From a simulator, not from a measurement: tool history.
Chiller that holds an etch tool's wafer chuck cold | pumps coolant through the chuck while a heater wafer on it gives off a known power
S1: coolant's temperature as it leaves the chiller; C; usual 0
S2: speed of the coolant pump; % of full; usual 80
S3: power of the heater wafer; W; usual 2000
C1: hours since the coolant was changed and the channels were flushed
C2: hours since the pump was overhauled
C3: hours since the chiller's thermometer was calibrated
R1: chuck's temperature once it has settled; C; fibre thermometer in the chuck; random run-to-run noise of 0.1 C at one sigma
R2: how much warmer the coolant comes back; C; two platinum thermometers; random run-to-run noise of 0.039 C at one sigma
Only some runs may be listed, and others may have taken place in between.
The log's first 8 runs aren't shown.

Run 9, day 21.9: usual settings but S1 2 C; C1 1638; C2 1437; C3 467. Result: R1 18.8 C, R2 8.15 C.
Run 10, day 25.504: usual settings; C1 1724; C2 1523; C3 554. Result: R1 16.8 C, R2 8.19 C.
Run 11, day 28.483: usual settings; C1 1796; C2 1595; C3 625. Result: R1 16.9 C, R2 8.13 C.
Run 12, day 30.583: usual settings; C1 1846; C2 1645; C3 675. Result: R1 16.8 C, R2 8.25 C.
Run 13, day 32.1: usual settings but S2 73 % of full; C1 1882; C2 1682; C3 712. Result: R1 18.2 C, R2 8.96 C.
Run 14, day 34.071: usual settings but S2 73 % of full; C1 1930; C2 1729; C3 759. Result: R1 18.2 C, R2 9.03 C.
Run 15, day 37.546: usual settings but S1 -6 C; C1 2013; C2 1812; C3 843. Result: R1 10.8 C, R2 8.2 C.
Run 16, day 39.908: usual settings but S1 -6 C; C1 2070; C2 1869; C3 899. Result: R1 10.8 C, R2 8.16 C.
Run 17, day 42.279: usual settings but S1 -6 C; C1 2127; C2 1926; C3 956. Result: R1 10.9 C, R2 8.14 C.
Run 18, day 43.988: usual settings but S1 1 C, S2 67 % of full, S3 1125 W; C1 2168; C2 1967; C3 997. Result: R1 11.9 C, R2 5.54 C.
Run 19, day 46.546: usual settings but S1 4 C, S2 81 % of full, S3 2412 W; C1 2229; C2 2028; C3 1059. Result: R1 24 C, R2 9.7 C.
Run 20, day 49.488: usual settings but S1 4 C, S2 92 % of full, S3 1713 W; C1 2300; C2 2099; C3 1129. Result: R1 16.8 C, R2 6.02 C.
Run 21, day 51.6: usual settings but S1 3 C, S2 70 % of full; C1 2350; C2 2150; C3 1180. Result: R1 21.9 C, R2 9.33 C.
Run 22, day 54.242: usual settings but S1 3 C, S2 61 % of full, S3 1779 W; C1 2414; C2 2213; C3 1243. Result: R1 21.8 C, R2 9.61 C.
Run 23, day 57.492: usual settings but S1 3 C, S2 61 % of full, S3 1779 W; C1 2492; C2 2291; C3 1321. Result: R1 21.7 C, R2 9.63 C.
Run 24, day 59.433: usual settings but S1 -2 C, S2 95 % of full; C1 2538; C2 2338; C3 1368. Result: R1 12.6 C, R2 6.78 C.
Run 25, day 62.717: usual settings but S1 -4 C, S2 82 % of full, S3 2984 W; C1 2617; C2 2416; C3 1447. Result: R1 20.5 C, R2 11.9 C.
Run 26, day 65.046: usual settings but S1 -8 C, S2 62 % of full, S3 1954 W; C1 2673; C2 2472; C3 1503. Result: R1 12.3 C, R2 10.4 C.
Run 27, day 68.554: usual settings but S1 -9 C, S2 71 % of full, S3 2448 W; C1 2757; C2 2556; C3 1587. Result: R1 13.7 C, R2 11.33 C.
Run 28, day 71.15: usual settings but S1 7 C, S2 91 % of full, S3 2119 W; C1 2820; C2 2619; C3 1649. Result: R1 23 C, R2 7.56 C.
Run 29, day 73.121: usual settings but S1 7 C, S2 91 % of full, S3 2119 W; C1 2867; C2 2666; C3 1696. Result: R1 23 C, R2 7.5 C.
Run 30, day 74.8: usual settings but S1 2 C, S2 73 % of full, S3 2357 W; C1 2907; C2 2706; C3 1737. Result: R1 23.4 C, R2 10.64 C.
Run 31, day 77.758: usual settings but S1 5 C, S3 2162 W; C1 2978; C2 2777; C3 1808. Result: R1 23.3 C, R2 8.82 C.
Run 32, day 80.358: usual settings but S1 -6 C, S2 68 % of full, S3 1520 W; C1 3041; C2 2840; C3 1870. Result: R1 8.8 C, R2 7.31 C.

Expected results for the next run?
Run 33, day 82.779: usual settings but S1 -1 C, S2 71 % of full, S3 1108 W; C1 3099; C2 2898; C3 1928. Result: R1 ?, R2 ?.

Logged for run 33: R1 9.4 C, R2 5.1 C.
If the tool had no hidden condition, the same run with the same run-to-run variation would have returned R1 9.4 C, R2 5.1 C.

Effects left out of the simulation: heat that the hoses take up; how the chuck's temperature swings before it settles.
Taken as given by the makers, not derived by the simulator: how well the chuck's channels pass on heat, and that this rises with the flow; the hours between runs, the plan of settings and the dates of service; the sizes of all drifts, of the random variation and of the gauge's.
